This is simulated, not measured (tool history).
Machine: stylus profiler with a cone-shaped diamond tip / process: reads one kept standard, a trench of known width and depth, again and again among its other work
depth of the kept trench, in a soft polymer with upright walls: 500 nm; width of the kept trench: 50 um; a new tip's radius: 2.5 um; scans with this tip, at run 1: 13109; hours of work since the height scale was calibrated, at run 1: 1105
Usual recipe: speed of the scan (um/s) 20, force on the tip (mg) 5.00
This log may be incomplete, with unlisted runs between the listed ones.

run     day  speed of the scan (um/s)  force on the tip (mg)  scans with this tip  hours of work since the height scale was calibrated  depth of the trench (nm)  width of the trench's floor (nm)
  1   0.000                        20                   5.00                13109                                                 1105                    506.01                             45810
  2   2.854                        20                   5.00                13475                                                 1136                    505.86                             45730
  3   5.554                        20                   5.00                13821                                                 1165                    505.83                             45680
  4   7.388                        20                   5.00                14056                                                 1185                    505.95                             45740
  5   9.696                        20                   5.00                14352                                                 1210                    505.90                             45730
  6  12.721                        20                   5.00                14739                                                 1242                    506.02                             45660
  7  15.529                        20                   5.00                15099                                                 1273                    505.91                             45640
  8  17.779                        20                   1.77                15387                                                 1297                    502.46                             45610
  9  20.167                        20                   1.77                15693                                                 1323                    502.41                             45590
 10  22.038                        20                   8.32                15933                                                 1343                    508.62                             45640
 11  24.833                        20                   8.32                16292                                                 1373                    508.42                             45510
 12  27.775                         6                   8.32                16669                                                 1405                    508.54                             45560
 13  30.425                        14                   9.07                17009                                                 1434                    509.20                             45520
 14  33.200                        14                   9.07                17364                                                 1464                    509.03                             45480
 15  36.433                        47                   5.38                17778                                                 1499                    505.90                             45400
 16  38.196                        13                   5.00                18005                                                 1518                    505.58                             45440
 17  40.058                        13                   4.33                18243                                                 1538                    505.04                             45400
 18  42.962                         6                   6.13                18615                                                 1569                    506.55                             45410
     44.754  -- height scale calibrated on a step standard
 19  45.717                        59                   6.13                18966                                                   10                    508.05                             45270

3 options for the next run, each taken on its own from the tool as it stands now. Forecast them:
  A  47.750                        48                   5.00                19227                                                   32                         ?                                 ?
  B  47.750                        37                   1.83                19227                                                   32                         ?                                 ?
  C  47.750                        50                   2.23                19227                                                   32                         ?                                 ?

run  depth of the trench (nm)  width of the trench's floor (nm)
  A                    506.79                             45290
  B                    503.60                             45280
  C                    503.80                             45230
Without the tool's hidden state the same runs would have given:
run  depth of the trench (nm)  width of the trench's floor (nm)
  A                    506.78                             46910
  B                    503.59                             46900
  C                    503.79                             46850
